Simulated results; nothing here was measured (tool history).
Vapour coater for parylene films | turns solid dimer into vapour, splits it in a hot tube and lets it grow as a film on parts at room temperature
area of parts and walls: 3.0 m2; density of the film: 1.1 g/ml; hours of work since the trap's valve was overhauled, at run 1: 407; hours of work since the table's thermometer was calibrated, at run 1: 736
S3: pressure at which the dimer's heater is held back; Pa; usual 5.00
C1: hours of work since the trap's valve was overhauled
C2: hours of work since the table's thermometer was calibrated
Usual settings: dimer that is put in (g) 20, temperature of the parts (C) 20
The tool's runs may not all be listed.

Run 1, hour 0.0: usual settings; C1 407; C2 736. Result: thickness of the film (nm) 4530.
Run 2, hour 32.3: usual settings; C1 432; C2 761. Result: thickness of the film (nm) 4520.
Run 3, hour 51.8: usual settings but dimer that is put in (g) 23; C1 447; C2 776. Result: thickness of the film (nm) 5180.
Run 4, hour 84.0: usual settings but dimer that is put in (g) 23; C1 472; C2 800. Result: thickness of the film (nm) 5190.
Run 5, hour 115.6: usual settings but dimer that is put in (g) 23; C1 496; C2 825. Result: thickness of the film (nm) 5160.
Run 6, hour 157.3: usual settings; C1 528; C2 857. Result: thickness of the film (nm) 4480.
Run 7, hour 182.2: usual settings; C1 547; C2 876. Result: thickness of the film (nm) 4480.
At hour 218.8: trap's valve overhauled.
Run 8, hour 218.8: usual settings; C1 0; C2 901. Result: thickness of the film (nm) 4690.
Run 9, hour 263.3: usual settings; C1 34; C2 935. Result: thickness of the film (nm) 4680.
Run 10, hour 303.2: usual settings; C1 65; C2 966. Result: thickness of the film (nm) 4650.
Run 11, hour 337.7: usual settings; C1 91; C2 992. Result: thickness of the film (nm) 4650.
Run 12, hour 370.9: usual settings but temperature of the parts (C) 18; C1 117; C2 1018. Result: thickness of the film (nm) 4880.
Run 13, hour 394.9: usual settings but S3 6.70 Pa; C1 135; C2 1036. Result: thickness of the film (nm) 4340.
Run 14, hour 418.1: usual settings but S3 6.70 Pa; C1 153; C2 1054. Result: thickness of the film (nm) 4340.
Run 15, hour 438.0: usual settings but S3 6.70 Pa; C1 168; C2 1069. Result: thickness of the film (nm) 4320.
Run 16, hour 470.5: usual settings; C1 193; C2 1094. Result: thickness of the film (nm) 4610.
Run 17, hour 504.3: usual settings; C1 219; C2 1120. Result: thickness of the film (nm) 4610.
Run 18, hour 526.8: usual settings; C1 236; C2 1137. Result: thickness of the film (nm) 4600.
Run 19, hour 553.6: usual settings but dimer that is put in (g) 15, temperature of the parts (C) 13; C1 257; C2 1158. Result: thickness of the film (nm) 4110.
Run 20, hour 594.4: usual settings but dimer that is put in (g) 22, temperature of the parts (C) 14, S3 10.96 Pa; C1 288; C2 1189. Result: thickness of the film (nm) 4930.
Run 21, hour 637.0: usual settings but temperature of the parts (C) 22, S3 5.40 Pa; C1 321; C2 1222. Result: thickness of the film (nm) 4260.
Run 22, hour 667.9: usual settings but temperature of the parts (C) 22, S3 6.61 Pa; C1 345; C2 1246. Result: thickness of the film (nm) 4070.
Run 23, hour 709.0: usual settings but dimer that is put in (g) 13, S3 4.32 Pa; C1 376; C2 1277. Result: thickness of the film (nm) 3070.
Run 24, hour 731.3: usual settings but dimer that is put in (g) 13, S3 4.32 Pa; C1 393; C2 1294. Result: thickness of the film (nm) 3070.
Run 25, hour 770.0: usual settings but dimer that is put in (g) 13, temperature of the parts (C) 22, S3 4.32 Pa; C1 423; C2 1324. Result: thickness of the film (nm) 2910.
Run 26, hour 798.0: usual settings but dimer that is put in (g) 17, temperature of the parts (C) 24, S3 4.32 Pa; C1 445; C2 1345. Result: thickness of the film (nm) 3610.
Run 27, hour 840.2: usual settings but dimer that is put in (g) 17, temperature of the parts (C) 24, S3 4.32 Pa; C1 477; C2 1378. Result: thickness of the film (nm) 3580.
Run 28, hour 882.2: usual settings but dimer that is put in (g) 17, temperature of the parts (C) 24, S3 4.32 Pa; C1 509; C2 1410. Result: thickness of the film (nm) 3600.
At hour 890.0: table's thermometer calibrated.
Run 29, hour 915.9: usual settings but S3 8.46 Pa; C1 534; C2 20. Result: thickness of the film (nm) 3890.
Run 30, hour 948.8: usual settings but dimer that is put in (g) 24, temperature of the parts (C) 28, S3 10.95 Pa; C1 559; C2 45. Result: thickness of the film (nm) 3580.
At hour 969.3: trap's valve overhauled.
Run 31, hour 993.7: usual settings but dimer that is put in (g) 24, temperature of the parts (C) 28, S3 10.95 Pa; C1 19; C2 77. Result: thickness of the film (nm) 3790.
Run 32, hour 1018.3: usual settings but dimer that is put in (g) 24, temperature of the parts (C) 28, S3 10.95 Pa; C1 38; C2 95. Result: thickness of the film (nm) 3770.
Run 33, hour 1046.2: usual settings but dimer that is put in (g) 15, temperature of the parts (C) 12, S3 5.15 Pa; C1 59; C2 117. Result: thickness of the film (nm) 4180.
Run 34, hour 1083.3: usual settings but dimer that is put in (g) 15, temperature of the parts (C) 12, S3 5.15 Pa; C1 88; C2 145. Result: thickness of the film (nm) 4160.
Run 35, hour 1126.3: usual settings but dimer that is put in (g) 12, temperature of the parts (C) 25, S3 5.61 Pa; C1 121; C2 178. Result: thickness of the film (nm) 2370.
Run 36, hour 1148.4: usual settings but dimer that is put in (g) 29, temperature of the parts (C) 17; C1 137; C2 195. Result: thickness of the film (nm) 7150.

3 ways to go on from here, each from the tool as it stands after run 36. What would each give?
Run A, hour 1190.7: usual settings but temperature of the parts (C) 16, S3 5.60 Pa; C1 170; C2 228. Result: thickness of the film (nm) ?.
Run B, hour 1190.7: usual settings but dimer that is put in (g) 21; C1 170; C2 228. Result: thickness of the film (nm) ?.
Run C, hour 1190.7: usual settings but dimer that is put in (g) 15; C1 170; C2 228. Result: thickness of the film (nm) ?.

run  thickness of the film (nm)
  A                        4900
  B                        4760
  C                        3410
Without the tool's hidden state the same runs would have given:
run  thickness of the film (nm)
  A                        4970
  B                        4830
  C                        3460
